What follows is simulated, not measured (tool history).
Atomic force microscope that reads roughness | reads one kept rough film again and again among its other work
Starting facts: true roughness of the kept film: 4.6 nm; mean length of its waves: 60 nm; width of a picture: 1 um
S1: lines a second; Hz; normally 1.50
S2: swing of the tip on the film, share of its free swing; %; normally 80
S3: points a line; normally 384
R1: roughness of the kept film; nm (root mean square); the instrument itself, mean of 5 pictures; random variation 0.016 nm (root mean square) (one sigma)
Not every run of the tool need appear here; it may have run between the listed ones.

run 1 hour=0.0 | S1=1.50 S2=80 S3=384 | R1=4.076
run 2 hour=22.0 | S1=1.50 S2=80 S3=384 | R1=3.990
run 3 hour=42.2 | S1=1.50 S2=80 S3=384 | R1=3.978
run 4 hour=57.8 | S1=1.50 S2=80 S3=291 | R1=3.969
run 5 hour=70.1 | S1=1.50 S2=80 S3=384 | R1=3.933
run 6 hour=93.2 | S1=1.50 S2=80 S3=384 | R1=4.199
run 7 hour=108.5 | S1=1.50 S2=80 S3=384 | R1=4.192
run 8 hour=124.3 | S1=1.50 S2=80 S3=384 | R1=4.154
run 9 hour=148.6 | S1=1.50 S2=80 S3=269 | R1=4.116
run 10 hour=163.4 | S1=0.68 S2=80 S3=384 | R1=4.178
run 11 hour=175.8 | S1=0.68 S2=80 S3=384 | R1=4.172
run 12 hour=196.6 | S1=0.82 S2=80 S3=384 | R1=4.114
run 13 hour=214.8 | S1=0.82 S2=80 S3=554 | R1=4.065
run 14 hour=229.9 | S1=1.50 S2=80 S3=384 | R1=3.948
run 15 hour=257.3 | S1=1.50 S2=80 S3=384 | R1=4.201
run 16 hour=279.6 | S1=1.50 S2=86 S3=384 | R1=4.105
run 17 hour=302.0 | S1=1.50 S2=86 S3=384 | R1=4.055
run 18 hour=318.3 | S1=1.50 S2=84 S3=384 | R1=4.060
run 19 hour=335.1 | S1=1.50 S2=84 S3=384 | R1=3.983
run 20 hour=362.1 | S1=1.50 S2=80 S3=384 | R1=3.988
run 21 hour=379.7 | S1=1.50 S2=80 S3=384 | R1=3.967
run 22 hour=405.3 | S1=1.50 S2=80 S3=384 | R1=4.230
run 23 hour=425.9 | S1=1.50 S2=80 S3=384 | R1=4.188
run 24 hour=439.9 | S1=1.50 S2=80 S3=384 | R1=4.143
run 25 hour=453.0 | S1=1.50 S2=80 S3=929 | R1=4.126
run 26 hour=473.8 | S1=1.50 S2=80 S3=929 | R1=4.113
run 27 hour=497.7 | S1=1.50 S2=80 S3=929 | R1=4.012
run 28 hour=514.4 | S1=0.60 S2=80 S3=384 | R1=4.129
run 29 hour=530.0 | S1=1.04 S2=87 S3=339 | R1=3.990
run 30 hour=546.9 | S1=1.04 S2=87 S3=339 | R1=4.254
run 31 hour=575.5 | S1=1.22 S2=63 S3=268 | R1=4.278
run 32 hour=590.1 | S1=1.22 S2=63 S3=268 | R1=4.250
run 33 hour=613.2 | S1=1.22 S2=63 S3=268 | R1=4.245
run 34 hour=628.1 | S1=1.22 S2=63 S3=268 | R1=4.176
run 35 hour=652.7 | S1=1.22 S2=63 S3=268 | R1=4.160
run 36 hour=681.5 | S1=0.51 S2=89 S3=759 | R1=4.078
run 37 hour=706.7 | S1=1.07 S2=80 S3=384 | R1=4.283
run 38 hour=726.3 | S1=1.07 S2=80 S3=419 | R1=4.240
run 39 hour=754.9 | S1=1.07 S2=80 S3=419 | R1=4.190
run 40 hour=781.2 | S1=1.07 S2=80 S3=419 | R1=4.134
run 41 hour=807.1 | S1=1.14 S2=68 S3=424 | R1=4.163
run 42 hour=824.3 | S1=1.14 S2=68 S3=424 | R1=4.115
run 43 hour=849.3 | S1=2.40 S2=90 S3=321 | R1=3.958
run 44 hour=867.1 | S1=1.27 S2=59 S3=284 | R1=4.333
run 45 hour=885.4 | S1=1.27 S2=59 S3=284 | R1=4.305
run 46 hour=899.4 | S1=1.27 S2=68 S3=325 | R1=4.264
run 47 hour=922.0 | S1=1.79 S2=71 S3=384 | R1=4.173
run 48 hour=947.5 | S1=1.84 S2=56 S3=397 | R1=4.196
run 49 hour=960.1 | S1=0.58 S2=80 S3=1002 | R1=4.190
run 50 hour=981.9 | S1=1.50 S2=76 S3=757 | R1=4.049
run 51 hour=1004.1 | S1=1.50 S2=76 S3=757 | R1=4.287
run 52 hour=1023.4 | S1=1.71 S2=85 S3=384 | R1=4.142
run 53 hour=1049.0 | S1=3.00 S2=85 S3=384 | R1=3.907

Between the runs listed above, the log contained 7 entries, not reproduced here. Where in the sequence does each belong, and how does what the log doesn't record of the tool's condition differ from the listed run before to the listed run after?
From run 5 to run 6: new tip fitted (hour 78.7)
  radius of the tip, nm: 23.2 -> 9; height scale over the true one, %: 0.14 -> 0.15
  what was measured, less what the result would be without the hidden state, R1: -0.304 -> -0.035 nm (root mean square)
From run 14 to run 15: new tip fitted (hour 232.1)
  radius of the tip, nm: 22 -> 9.6; height scale over the true one, %: 0.22 -> 0.23
  what was measured, less what the result would be without the hidden state, R1: -0.280 -> -0.043 nm (root mean square)
From run 21 to run 22: new tip fitted (hour 386.9)
  radius of the tip, nm: 21.7 -> 9.2; height scale over the true one, %: 0.29 -> 0.3
  what was measured, less what the result would be without the hidden state, R1: -0.272 -> -0.032 nm (root mean square)
From run 29 to run 30: new tip fitted (hour 541.2)
  radius of the tip, nm: 21.4 -> 8.2; height scale over the true one, %: 0.36 -> 0.37
  what was measured, less what the result would be without the hidden state, R1: -0.264 -> -0.011 nm (root mean square)
From run 36 to run 37: new tip fitted (hour 696.0)
  radius of the tip, nm: 21 -> 8.2; height scale over the true one, %: 0.44 -> 0.45
  what was measured, less what the result would be without the hidden state, R1: -0.259 -> -0.006 nm (root mean square)
From run 42 to run 43: new tip fitted (hour 849.3)
  radius of the tip, nm: 19.7 -> 7.4; height scale over the true one, %: 0.5 -> 0.51
  what was measured, less what the result would be without the hidden state, R1: -0.233 -> +0.012 nm (root mean square)
From run 50 to run 51: new tip fitted (hour 1004.1)
  radius of the tip, nm: 20.6 -> 7.2; height scale over the true one, %: 0.58 -> 0.59
  what was measured, less what the result would be without the hidden state, R1: -0.243 -> +0.022 nm (root mean square)

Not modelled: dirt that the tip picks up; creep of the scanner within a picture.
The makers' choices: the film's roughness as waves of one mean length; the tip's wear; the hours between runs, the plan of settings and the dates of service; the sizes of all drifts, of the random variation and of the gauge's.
